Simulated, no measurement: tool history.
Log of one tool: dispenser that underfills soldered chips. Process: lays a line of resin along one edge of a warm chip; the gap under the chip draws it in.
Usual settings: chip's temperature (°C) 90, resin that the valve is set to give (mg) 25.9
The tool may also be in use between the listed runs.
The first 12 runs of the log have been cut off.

run,hour,chip's temperature (°C),resin that the valve is set to give (mg),hours of work since the syringe was changed,hours of work since the valve was cleaned,hours of work since the stage was calibrated,time until the resin shows at the far edge (s),resin that the valve gave (mg)
13,40.8,90,25.9,10,5,32,78.7,25.88
# hour 43.4: new syringe of resin
14,44.0,90,25.9,0,7,34,58.9,25.41
15,47.6,90,25.9,3,9,36,63.3,25.61
16,50.2,90,25.9,4,11,38,66.5,25.39
17,55.3,90,25.9,7,14,41,74.4,25.65
18,58.3,90,25.9,9,16,43,79.8,25.43
# hour 61.2: new syringe of resin
19,61.5,93,33.5,0,18,45,52.6,32.78
20,64.1,104,22.6,2,19,46,36.9,22.38
21,67.0,104,22.6,4,21,48,38.9,22.27
22,71.5,100,26.2,7,24,51,48.5,25.65
23,75.9,90,26.8,9,27,54,82.9,26.27
# hour 79.0: new syringe of resin
24,81.3,85,22.6,1,30,57,78.4,21.98
25,84.7,85,22.6,4,32,59,83.3,22.05
26,88.0,85,22.6,6,34,61,89.6,21.83
27,90.1,97,24.0,7,36,63,57.5,23.33
28,92.9,97,24.3,9,37,64,61.6,23.40
# hour 97.1: new syringe of resin
29,98.1,97,24.3,1,41,67,46.1,23.48
30,101.2,98,27.9,3,42,69,46.7,26.95
31,106.1,76,22.7,6,46,72,135.3,21.84
32,110.4,85,30.2,8,48,75,97.6,28.92
# hour 114.9: new syringe of resin
33,114.9,85,30.2,0,51,78,70.7,28.72
34,118.3,85,30.2,2,53,80,75.1,29.01
35,120.4,78,33.5,3,54,81,106.4,31.97
36,124.9,81,25.9,6,57,84,103.3,24.65

Here are 4 independent what-if runs from the current tool condition. What would each one return?
A,129.9,103,29.7,9,60,87,?,?
B,129.9,75,24.3,9,60,87,?,?
C,129.9,92,22.9,9,60,87,?,?
D,129.9,75,23.3,9,60,87,?,?

run,time until the resin shows at the far edge (s),resin that the valve gave (mg)
A,46.8,28.34
B,155.0,23.06
C,75.3,21.62
D,153.4,22.29
With the hidden condition removed and each run's random variation left untouched, the same runs would have given:
run,time until the resin shows at the far edge (s),resin that the valve gave (mg)
A,34.3,29.81
B,113.2,24.25
C,54.9,22.74
D,111.8,23.44
